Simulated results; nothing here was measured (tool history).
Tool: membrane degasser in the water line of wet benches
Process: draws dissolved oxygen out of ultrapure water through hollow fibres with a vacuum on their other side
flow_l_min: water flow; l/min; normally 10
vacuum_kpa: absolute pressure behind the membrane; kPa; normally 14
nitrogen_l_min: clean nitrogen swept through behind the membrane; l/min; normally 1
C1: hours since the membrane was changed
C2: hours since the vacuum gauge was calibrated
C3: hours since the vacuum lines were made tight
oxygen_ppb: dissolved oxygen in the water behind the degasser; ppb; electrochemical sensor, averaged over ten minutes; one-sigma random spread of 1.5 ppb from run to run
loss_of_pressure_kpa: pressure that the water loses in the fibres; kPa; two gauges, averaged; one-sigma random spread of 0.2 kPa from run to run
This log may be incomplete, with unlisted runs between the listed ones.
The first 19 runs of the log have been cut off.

Run 20, day 110.529: usual settings but flow_l_min 14 l/min, nitrogen_l_min 0.59 l/min; C1 6529; C2 1975; C3 248. Result: oxygen_ppb 529.8 ppb, loss_of_pressure_kpa 60.01 kPa.
Run 21, day 117.825: usual settings but vacuum_kpa 22.5 kPa, nitrogen_l_min 2.09 l/min; C1 6704; C2 2150; C3 423. Result: oxygen_ppb 223.4 ppb, loss_of_pressure_kpa 42.86 kPa.
Run 22, day 123.262: usual settings but flow_l_min 13 l/min, vacuum_kpa 11.3 kPa; C1 6835; C2 2280; C3 554. Result: oxygen_ppb 246.5 ppb, loss_of_pressure_kpa 55.73 kPa.
Run 23, day 129.946: usual settings but flow_l_min 9 l/min, vacuum_kpa 19 kPa, nitrogen_l_min 1.18 l/min; C1 6995; C2 2441; C3 714. Result: oxygen_ppb 280.5 ppb, loss_of_pressure_kpa 38.57 kPa.
Run 24, day 136.775: usual settings but flow_l_min 8 l/min, nitrogen_l_min 1.12 l/min; C1 7159; C2 2605; C3 878. Result: oxygen_ppb 186.5 ppb, loss_of_pressure_kpa 34.19 kPa.
Run 25, day 141.738: usual settings but flow_l_min 6 l/min, vacuum_kpa 13.7 kPa, nitrogen_l_min 1.13 l/min; C1 7278; C2 2724; C3 997. Result: oxygen_ppb 134.8 ppb, loss_of_pressure_kpa 25.84 kPa.
Run 26, day 145.308: usual settings but vacuum_kpa 28.2 kPa, nitrogen_l_min 0.56 l/min; C1 7364; C2 2809; C3 1083. Result: oxygen_ppb 914.4 ppb, loss_of_pressure_kpa 42.66 kPa.
Run 27, day 153.654: usual settings but flow_l_min 15 l/min, nitrogen_l_min 2.12 l/min; C1 7564; C2 3010; C3 1283. Result: oxygen_ppb 192.6 ppb, loss_of_pressure_kpa 64.09 kPa.
Run 28, day 160.517: usual settings but vacuum_kpa 15.7 kPa, nitrogen_l_min 0.66 l/min; C1 7729; C2 3174; C3 1448. Result: oxygen_ppb 420.3 ppb, loss_of_pressure_kpa 42.88 kPa.
Run 29, day 167.888: usual settings but vacuum_kpa 12.2 kPa, nitrogen_l_min 0.96 l/min; C1 7906; C2 3351; C3 1625. Result: oxygen_ppb 219.5 ppb, loss_of_pressure_kpa 42.82 kPa.
Run 30, day 176.312: usual settings but flow_l_min 7 l/min, vacuum_kpa 8.9 kPa; C1 8108; C2 3553; C3 1827. Result: oxygen_ppb 97.1 ppb, loss_of_pressure_kpa 30.03 kPa.
Run 31, day 183.25: usual settings but vacuum_kpa 8.9 kPa, nitrogen_l_min 0.84 l/min; C1 8274; C2 3720; C3 1994. Result: oxygen_ppb 161.2 ppb, loss_of_pressure_kpa 42.77 kPa.

Consider 3 possible next runs. They are alternatives, not a sequence: every one starts from the tool as it was left by run 31. What does each give?
Run A, day 187.021: usual settings but flow_l_min 9 l/min, vacuum_kpa 16.8 kPa, nitrogen_l_min 2.52 l/min; C1 8365; C2 3810; C3 2084. Result: oxygen_ppb ?, loss_of_pressure_kpa ?.
Run B, day 187.021: usual settings but flow_l_min 7 l/min, nitrogen_l_min 0.52 l/min; C1 8365; C2 3810; C3 2084. Result: oxygen_ppb ?, loss_of_pressure_kpa ?.
Run C, day 187.021: usual settings but flow_l_min 13 l/min, vacuum_kpa 8.9 kPa, nitrogen_l_min 1.74 l/min; C1 8365; C2 3810; C3 2084. Result: oxygen_ppb ?, loss_of_pressure_kpa ?.

run  oxygen_ppb  loss_of_pressure_kpa
  A         122                 38.38
  B       329.6                 30.14
  C       109.5                 55.62
The same runs, with their run-to-run variation unchanged, on a tool lacking any hidden condition would have given:
run  oxygen_ppb  loss_of_pressure_kpa
  A       121.8                 38.32
  B       329.2                 30.09
  C       109.2                 55.53

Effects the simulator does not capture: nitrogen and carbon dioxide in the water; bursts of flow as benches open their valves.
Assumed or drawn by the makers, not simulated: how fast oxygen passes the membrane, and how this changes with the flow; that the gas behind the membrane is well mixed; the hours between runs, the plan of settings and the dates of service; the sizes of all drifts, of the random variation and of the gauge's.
